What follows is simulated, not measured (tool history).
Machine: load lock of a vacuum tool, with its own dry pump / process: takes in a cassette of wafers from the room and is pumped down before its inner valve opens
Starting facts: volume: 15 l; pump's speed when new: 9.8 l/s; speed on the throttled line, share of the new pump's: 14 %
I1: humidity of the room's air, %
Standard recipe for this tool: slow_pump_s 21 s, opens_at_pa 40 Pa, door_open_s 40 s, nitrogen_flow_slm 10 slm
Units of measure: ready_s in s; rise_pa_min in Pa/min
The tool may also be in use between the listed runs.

{"run": 1, "hour": 0.0, "slow_pump_s": 21, "opens_at_pa": 40, "door_open_s": 40, "nitrogen_flow_slm": 10, "I1": 48, "ready_s": 30.69, "rise_pa_min": 0.106}
{"run": 2, "hour": 86.5, "slow_pump_s": 16, "opens_at_pa": 40, "door_open_s": 40, "nitrogen_flow_slm": 10, "I1": 46.2, "ready_s": 26.55, "rise_pa_min": 0.112}
{"run": 3, "hour": 196.5, "slow_pump_s": 21, "opens_at_pa": 40, "door_open_s": 198, "nitrogen_flow_slm": 10, "I1": 46.2, "ready_s": 30.68, "rise_pa_min": 0.168}
{"run": 4, "hour": 290.3, "slow_pump_s": 21, "opens_at_pa": 40, "door_open_s": 198, "nitrogen_flow_slm": 10, "I1": 46.5, "ready_s": 30.77, "rise_pa_min": 0.169}
{"run": 5, "hour": 420.8, "slow_pump_s": 21, "opens_at_pa": 40, "door_open_s": 198, "nitrogen_flow_slm": 10, "I1": 45.5, "ready_s": 30.84, "rise_pa_min": 0.17}
{"run": 6, "hour": 511.0, "slow_pump_s": 21, "opens_at_pa": 40, "door_open_s": 198, "nitrogen_flow_slm": 10, "I1": 45.3, "ready_s": 30.75, "rise_pa_min": 0.177}
{"run": 7, "hour": 600.2, "slow_pump_s": 21, "opens_at_pa": 40, "door_open_s": 198, "nitrogen_flow_slm": 10, "I1": 43.7, "ready_s": 30.73, "rise_pa_min": 0.17}
{"run": 8, "hour": 698.8, "slow_pump_s": 21, "opens_at_pa": 40, "door_open_s": 198, "nitrogen_flow_slm": 10, "I1": 45.9, "ready_s": 31.01, "rise_pa_min": 0.185}
{"run": 9, "hour": 789.2, "slow_pump_s": 21, "opens_at_pa": 40, "door_open_s": 198, "nitrogen_flow_slm": 10, "I1": 45, "ready_s": 30.87, "rise_pa_min": 0.185}
{"run": 10, "hour": 910.6, "slow_pump_s": 21, "opens_at_pa": 40, "door_open_s": 32, "nitrogen_flow_slm": 10, "I1": 44.5, "ready_s": 30.77, "rise_pa_min": 0.122}
{"run": 11, "hour": 1031.4, "slow_pump_s": 21, "opens_at_pa": 40, "door_open_s": 40, "nitrogen_flow_slm": 10, "I1": 44.7, "ready_s": 31.01, "rise_pa_min": 0.129}
{"run": 12, "hour": 1190.3, "slow_pump_s": 21, "opens_at_pa": 40, "door_open_s": 40, "nitrogen_flow_slm": 10, "I1": 45.8, "ready_s": 30.86, "rise_pa_min": 0.136}
{"run": 13, "hour": 1312.6, "slow_pump_s": 21, "opens_at_pa": 40, "door_open_s": 238, "nitrogen_flow_slm": 10, "I1": 45.4, "ready_s": 30.88, "rise_pa_min": 0.207}
{"run": 14, "hour": 1404.3, "slow_pump_s": 21, "opens_at_pa": 40, "door_open_s": 78, "nitrogen_flow_slm": 10, "I1": 45.3, "ready_s": 31.02, "rise_pa_min": 0.164}
{"run": 15, "hour": 1573.4, "slow_pump_s": 21, "opens_at_pa": 44, "door_open_s": 40, "nitrogen_flow_slm": 10, "I1": 42.1, "ready_s": 30.95, "rise_pa_min": 0.151}
{"run": 16, "hour": 1712.6, "slow_pump_s": 32, "opens_at_pa": 44, "door_open_s": 40, "nitrogen_flow_slm": 10, "I1": 46.6, "ready_s": 40.29, "rise_pa_min": 0.163}
{"run": 17, "hour": 1801.0, "slow_pump_s": 32, "opens_at_pa": 44, "door_open_s": 40, "nitrogen_flow_slm": 10, "I1": 44.2, "ready_s": 40.27, "rise_pa_min": 0.159}
{"run": 18, "hour": 1921.1, "slow_pump_s": 31, "opens_at_pa": 44, "door_open_s": 40, "nitrogen_flow_slm": 4, "I1": 43.2, "ready_s": 39.22, "rise_pa_min": 0.171}
{"run": 19, "hour": 2018.4, "slow_pump_s": 21, "opens_at_pa": 41, "door_open_s": 40, "nitrogen_flow_slm": 10, "I1": 46.5, "ready_s": 31.05, "rise_pa_min": 0.163}
{"run": 20, "hour": 2143.4, "slow_pump_s": 21, "opens_at_pa": 41, "door_open_s": 40, "nitrogen_flow_slm": 10, "I1": 48.2, "ready_s": 31.1, "rise_pa_min": 0.177}
{"run": 21, "hour": 2253.2, "slow_pump_s": 21, "opens_at_pa": 30, "door_open_s": 95, "nitrogen_flow_slm": 10, "I1": 45.7, "ready_s": 31.46, "rise_pa_min": 0.201}
{"run": 22, "hour": 2383.3, "slow_pump_s": 38, "opens_at_pa": 30, "door_open_s": 67, "nitrogen_flow_slm": 19, "I1": 46.1, "ready_s": 46.22, "rise_pa_min": 0.18}
{"run": 23, "hour": 2470.5, "slow_pump_s": 17, "opens_at_pa": 39, "door_open_s": 156, "nitrogen_flow_slm": 10, "I1": 45.7, "ready_s": 27.63, "rise_pa_min": 0.231}

Each row is a separate what-if for the run after 23, all from the same tool condition, not one after another. Results?
{"run": "A", "hour": 2639.7, "slow_pump_s": 21, "opens_at_pa": 47, "door_open_s": 160, "nitrogen_flow_slm": 5, "I1": 48.3, "ready_s": "?", "rise_pa_min": "?"}
{"run": "B", "hour": 2639.7, "slow_pump_s": 39, "opens_at_pa": 69, "door_open_s": 40, "nitrogen_flow_slm": 10, "I1": 44.9, "ready_s": "?", "rise_pa_min": "?"}
{"run": "C", "hour": 2639.7, "slow_pump_s": 21, "opens_at_pa": 76, "door_open_s": 40, "nitrogen_flow_slm": 6, "I1": 45.7, "ready_s": "?", "rise_pa_min": "?"}
{"run": "D", "hour": 2639.7, "slow_pump_s": 15, "opens_at_pa": 40, "door_open_s": 70, "nitrogen_flow_slm": 10, "I1": 44.3, "ready_s": "?", "rise_pa_min": "?"}

run=A ready_s=30.84 rise_pa_min=0.266
run=B ready_s=45.59 rise_pa_min=0.187
run=C ready_s=29.96 rise_pa_min=0.19
run=D ready_s=26.09 rise_pa_min=0.2
Had the tool no hidden state, the same runs would have come out as:
run=A ready_s=29.98 rise_pa_min=0.126
run=B ready_s=45.02 rise_pa_min=0.048
run=C ready_s=29.17 rise_pa_min=0.052
run=D ready_s=25.12 rise_pa_min=0.059
